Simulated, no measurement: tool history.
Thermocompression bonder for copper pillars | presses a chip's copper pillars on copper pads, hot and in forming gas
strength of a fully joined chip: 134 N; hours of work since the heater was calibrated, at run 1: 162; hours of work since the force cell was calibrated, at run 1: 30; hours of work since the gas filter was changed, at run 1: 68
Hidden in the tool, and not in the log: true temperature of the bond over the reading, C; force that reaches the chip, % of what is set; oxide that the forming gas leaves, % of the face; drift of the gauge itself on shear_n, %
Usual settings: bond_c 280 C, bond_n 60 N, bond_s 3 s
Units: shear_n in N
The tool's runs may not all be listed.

run     day  bond_c  bond_n  bond_s  hours of work since the heater was calibrated  hours of work since the force cell was calibrated  hours of work since the gas filter was changed  shear_n
  1       0     280      60       3                                            162                                                 30                                              68     76.9
  2   0.471     280      60       3                                            167                                                 35                                              74     75.1
  3     0.8     280      42       3                                            171                                                 39                                              78     51.6
  4   1.079     280      42       3                                            174                                                 43                                              81     53.4
  5   1.458     280      42       3                                            179                                                 47                                              86     52.2
  6   1.996     255      60       3                                            185                                                 53                                              92     59.3
  7   2.383     280      43       3                                            190                                                 58                                              96     53.1
  8   2.642     280      43       3                                            193                                                 61                                              99     54.1
  9   3.158     280      43       3                                            199                                                 67                                             105     54.3
 10   3.629     280      43       3                                            204                                                 73                                             111     53.7
 11    3.95     297      43       3                                            208                                                 76                                             115     62.7
 12   4.412     297      43       3                                            214                                                 82                                             120     63.4
 13    4.85     297      43       3                                            219                                                 87                                             125     64.1
 14   5.171     297      43       3                                            223                                                 91                                             129     64.5
      5.304  -- heater calibrated with a thermocouple chip
 15   5.667     280      60       3                                              4                                                 96                                             134     74.4
 16   6.142     290      60       3                                             10                                                101                                             140     80.9
 17    6.45     280      60       3                                             13                                                105                                             143     75.1
 18     6.7     280      60       3                                             16                                                108                                             146     75.6
      6.829  -- heater calibrated with a thermocouple chip, once more
 19     7.1     280      60       3                                              3                                                112                                             150     74.8
 20   7.421     280      60       3                                              7                                                115                                             154       76
 21   7.654     309      44       3                                             10                                                118                                             157     73.8
 22   8.096     309      44       3                                             15                                                123                                             162     73.2
 23   8.371     309      44       3                                             18                                                126                                             165     72.9
 24   8.604     257      43       3                                             21                                                129                                             168     42.3
 25   8.925     257      43       3                                             25                                                133                                             171     40.7
 26   9.462     267      60       3                                             31                                                139                                             178     68.1
 27   9.883     252      46       6                                             36                                                144                                             183     55.2
 28  10.288     262      46       6                                             41                                                149                                             188     62.3
 29  10.742     309      60       3                                             46                                                154                                             193     93.2
 30  11.267     280      60       7                                             52                                                161                                             199     95.5
 31  11.738     280      60       7                                             58                                                166                                             205     96.4
 32  12.292     293      51       7                                             64                                                173                                             211     92.7
 33  12.542     280      82       2                                             67                                                176                                             214     86.5
 34  12.858     275      38       2                                             71                                                179                                             218     37.7
 35  13.283     280      37       9                                             76                                                184                                             223     67.7
     13.529  -- forming gas filter changed
 36    13.6     291      57       3                                             80                                                188                                               1       81
 37  14.088     278      57       3                                             85                                                194                                               7     71.8
 38  14.371     284      64       4                                             89                                                197                                              10       89
 39  14.758     284      64       4                                             93                                                201                                              14     90.3
 40  15.058     284      64       4                                             97                                                205                                              18     89.8

Forecast each of these 4 alternatives for the next run:
  A  15.288     301      41       8                                             99                                                208                                              21        ?
  B  15.288     300      64       4                                             99                                                208                                              21        ?
  C  15.288     257      69       8                                             99                                                208                                              21        ?
  D  15.288     253      80       2                                             99                                                208                                              21        ?

run  shear_n
  A     86.5
  B     99.5
  C     94.3
  D     65.7
Without the tool's hidden state the same runs would have given:
run  shear_n
  A     87.7
  B    100.6
  C     95.7
  D     67.1
